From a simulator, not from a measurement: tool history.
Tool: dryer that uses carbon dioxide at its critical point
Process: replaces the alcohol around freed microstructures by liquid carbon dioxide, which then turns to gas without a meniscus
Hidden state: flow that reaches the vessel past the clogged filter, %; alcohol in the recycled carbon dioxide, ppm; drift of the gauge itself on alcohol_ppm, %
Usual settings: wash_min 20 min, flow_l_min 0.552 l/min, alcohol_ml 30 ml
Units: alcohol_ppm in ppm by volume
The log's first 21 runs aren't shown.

run,day,wash_min,flow_l_min,alcohol_ml,hours of work since the filter was changed,hours of work since the purifier's bed was changed,alcohol_ppm
22,28.033,20,0.552,30,51,228,253
23,29.15,20,0.552,30,71,248,253
24,30.638,16,0.421,30,97,275,1094
25,31.612,25,0.552,94,115,292,291
26,33.108,25,0.552,94,141,319,311
27,33.892,29,0.429,21,155,333,185
28,34.704,18,0.904,22,170,347,115
29,35.604,18,0.51,22,186,363,430
30,37.033,30,0.51,111,211,389,283
31,38.821,20,0.863,96,243,420,211
32,40.488,18,0.463,24,273,450,706
# day 41.512: inlet filter changed
33,41.792,20,0.463,24,5,473,392
34,42.712,26,0.904,40,21,489,130
35,43.771,20,0.807,30,40,508,156
36,44.896,20,0.807,30,60,528,166
37,46.55,20,0.807,30,90,557,177
38,48.225,20,0.807,87,120,587,248
39,49.9,20,0.807,87,150,617,250
40,50.958,13,0.332,47,168,636,4514
41,52.792,13,0.866,23,201,669,347
42,54.183,13,0.866,23,226,693,351
43,56,29,0.376,23,258,726,386
44,56.838,23,0.599,46,273,741,348
# day 57.758: inlet filter changed
45,57.767,23,0.599,46,0,757,280
46,59.304,13,0.414,36,28,784,2144

5 ways to go on from here, each from the tool as it stands after run 46. What would each give?
A,60.85,25,0.346,120,55,812,?
B,60.85,15,0.414,112,55,812,?
C,60.85,13,0.414,53,55,812,?
D,60.85,13,0.484,36,55,812,?
E,60.85,13,0.552,54,55,812,?

run,alcohol_ppm
A,2015
B,4591
C,3255
D,1635
E,1732
Without the tool's hidden state the same runs would have given:
run,alcohol_ppm
A,1635
B,4092
C,2862
D,1329
E,1406
